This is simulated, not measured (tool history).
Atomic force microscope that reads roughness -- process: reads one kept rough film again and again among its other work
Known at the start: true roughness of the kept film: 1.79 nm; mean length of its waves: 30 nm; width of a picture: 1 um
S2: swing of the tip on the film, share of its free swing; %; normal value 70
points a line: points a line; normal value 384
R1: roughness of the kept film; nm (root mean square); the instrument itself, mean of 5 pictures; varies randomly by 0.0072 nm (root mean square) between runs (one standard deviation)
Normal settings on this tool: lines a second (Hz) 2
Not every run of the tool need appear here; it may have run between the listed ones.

{"run": 1, "hour": 0.0, "lines a second (Hz)": 2, "S2": 70, "points a line": 384, "R1": 1.504}
{"run": 2, "hour": 60.2, "lines a second (Hz)": 2, "S2": 70, "points a line": 384, "R1": 1.503}
{"hour": 103.0, "done": "new tip fitted"}
{"run": 3, "hour": 109.9, "lines a second (Hz)": 2, "S2": 70, "points a line": 384, "R1": 1.51}
{"run": 4, "hour": 182.6, "lines a second (Hz)": 2, "S2": 70, "points a line": 384, "R1": 1.506}
{"hour": 211.4, "done": "new tip fitted"}
{"hour": 245.1, "done": "height scale calibrated on a step standard"}
{"run": 5, "hour": 250.8, "lines a second (Hz)": 2, "S2": 70, "points a line": 384, "R1": 1.515}
{"run": 6, "hour": 283.2, "lines a second (Hz)": 2, "S2": 70, "points a line": 384, "R1": 1.495}
{"hour": 321.6, "done": "new tip fitted"}
{"run": 7, "hour": 332.1, "lines a second (Hz)": 2, "S2": 70, "points a line": 384, "R1": 1.499}
{"run": 8, "hour": 369.4, "lines a second (Hz)": 2, "S2": 70, "points a line": 384, "R1": 1.507}
{"run": 9, "hour": 426.2, "lines a second (Hz)": 2, "S2": 63, "points a line": 384, "R1": 1.562}
{"hour": 433.6, "done": "new tip fitted"}
{"run": 10, "hour": 498.4, "lines a second (Hz)": 2, "S2": 70, "points a line": 581, "R1": 1.515}
{"hour": 541.6, "done": "new tip fitted"}
{"run": 11, "hour": 551.4, "lines a second (Hz)": 2, "S2": 70, "points a line": 581, "R1": 1.523}
{"run": 12, "hour": 610.2, "lines a second (Hz)": 2, "S2": 59, "points a line": 488, "R1": 1.595}
{"hour": 651.2, "done": "new tip fitted"}
{"run": 13, "hour": 664.2, "lines a second (Hz)": 2.35, "S2": 70, "points a line": 722, "R1": 1.491}
{"run": 14, "hour": 707.1, "lines a second (Hz)": 1.66, "S2": 56, "points a line": 718, "R1": 1.625}
{"hour": 759.1, "done": "new tip fitted"}
{"run": 15, "hour": 781.1, "lines a second (Hz)": 1.66, "S2": 56, "points a line": 718, "R1": 1.625}
{"run": 16, "hour": 851.2, "lines a second (Hz)": 2.91, "S2": 66, "points a line": 807, "R1": 1.495}
{"hour": 868.2, "done": "new tip fitted"}
{"run": 17, "hour": 905.2, "lines a second (Hz)": 2.91, "S2": 66, "points a line": 807, "R1": 1.48}
{"run": 18, "hour": 944.7, "lines a second (Hz)": 2.51, "S2": 73, "points a line": 384, "R1": 1.425}
{"hour": 978.3, "done": "new tip fitted"}
{"run": 19, "hour": 1013.7, "lines a second (Hz)": 2, "S2": 70, "points a line": 923, "R1": 1.521}
{"run": 20, "hour": 1051.7, "lines a second (Hz)": 2, "S2": 70, "points a line": 923, "R1": 1.515}

Forecast each of these 3 alternatives for the next run:
{"hour": 1085.1, "done": "new tip fitted"}
{"run": "A", "hour": 1108.8, "lines a second (Hz)": 1.54, "S2": 66, "points a line": 384, "R1": "?"}
{"hour": 1085.1, "done": "new tip fitted"}
{"run": "B", "hour": 1108.8, "lines a second (Hz)": 0.56, "S2": 65, "points a line": 837, "R1": "?"}
{"hour": 1085.1, "done": "new tip fitted"}
{"run": "C", "hour": 1108.8, "lines a second (Hz)": 1.64, "S2": 85, "points a line": 507, "R1": "?"}

run=A R1=1.559
run=B R1=1.664
run=C R1=1.397
Take away the tool's hidden state, keep each run's random variation, and the runs would have read:
run=A R1=1.56
run=B R1=1.665
run=C R1=1.398

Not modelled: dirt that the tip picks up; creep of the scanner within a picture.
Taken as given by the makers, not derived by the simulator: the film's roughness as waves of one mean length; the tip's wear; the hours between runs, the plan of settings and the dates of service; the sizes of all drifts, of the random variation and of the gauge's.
